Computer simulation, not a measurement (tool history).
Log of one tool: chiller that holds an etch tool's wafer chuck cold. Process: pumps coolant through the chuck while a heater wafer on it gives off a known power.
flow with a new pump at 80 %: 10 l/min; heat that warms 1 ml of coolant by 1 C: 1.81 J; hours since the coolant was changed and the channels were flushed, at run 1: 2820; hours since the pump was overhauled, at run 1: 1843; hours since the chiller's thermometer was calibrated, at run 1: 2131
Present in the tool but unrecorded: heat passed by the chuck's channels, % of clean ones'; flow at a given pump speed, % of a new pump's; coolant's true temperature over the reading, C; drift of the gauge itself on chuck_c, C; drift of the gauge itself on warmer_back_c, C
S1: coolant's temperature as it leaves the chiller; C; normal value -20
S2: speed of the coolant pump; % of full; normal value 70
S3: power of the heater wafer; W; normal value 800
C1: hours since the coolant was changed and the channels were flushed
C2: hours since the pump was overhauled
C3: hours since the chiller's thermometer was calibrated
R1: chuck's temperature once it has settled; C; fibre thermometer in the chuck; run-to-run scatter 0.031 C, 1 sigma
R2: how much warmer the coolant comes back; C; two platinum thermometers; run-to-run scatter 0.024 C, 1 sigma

| run | hour | S1 | S2 | S3 | C1 | C2 | C3 | R1 | R2 |
|---|---|---|---|---|---|---|---|---|---|
| 1 | 0.0 | -20 | 70 | 800 | 2820 | 1843 | 2131 | -14.34 | 3.01 |
| 2 | 150.1 | -20 | 70 | 800 | 2970 | 1993 | 2281 | -14.33 | 3.07 |
| 3 | 281.4 | -20 | 70 | 521 | 3102 | 2125 | 2412 | -16.28 | 1.98 |
| 4 | 426.8 | -20 | 70 | 823 | 3247 | 2270 | 2558 | -14.18 | 3.17 |
| 5 | 564.6 | -20 | 70 | 823 | 3385 | 2408 | 2695 | -14.14 | 3.14 |
| 6 | 693.4 | -20 | 70 | 823 | 3513 | 2537 | 2824 | -14.10 | 3.10 |
| 7 | 824.0 | -20 | 70 | 823 | 3644 | 2667 | 2955 | -14.14 | 3.17 |
| 8 | 1052.8 | -20 | 70 | 800 | 3873 | 2896 | 3184 | -14.26 | 3.02 |
| 9 | 1157.4 | -28 | 70 | 800 | 3978 | 3001 | 3288 | -22.29 | 3.04 |
| 10 | 1310.6 | -28 | 70 | 800 | 4131 | 3154 | 3441 | -22.29 | 3.02 |

Expected results for the next run?
| 11 | 1446.5 | -24 | 70 | 800 | 4267 | 3290 | 3577 | ? | ? |

Run 11 came out at R1 -18.24 C, R2 3.09 C.
Take away the tool's hidden state, keep the run-to-run variation as it was, and the same run would have given R1 -18.27 C, R2 3.09 C.

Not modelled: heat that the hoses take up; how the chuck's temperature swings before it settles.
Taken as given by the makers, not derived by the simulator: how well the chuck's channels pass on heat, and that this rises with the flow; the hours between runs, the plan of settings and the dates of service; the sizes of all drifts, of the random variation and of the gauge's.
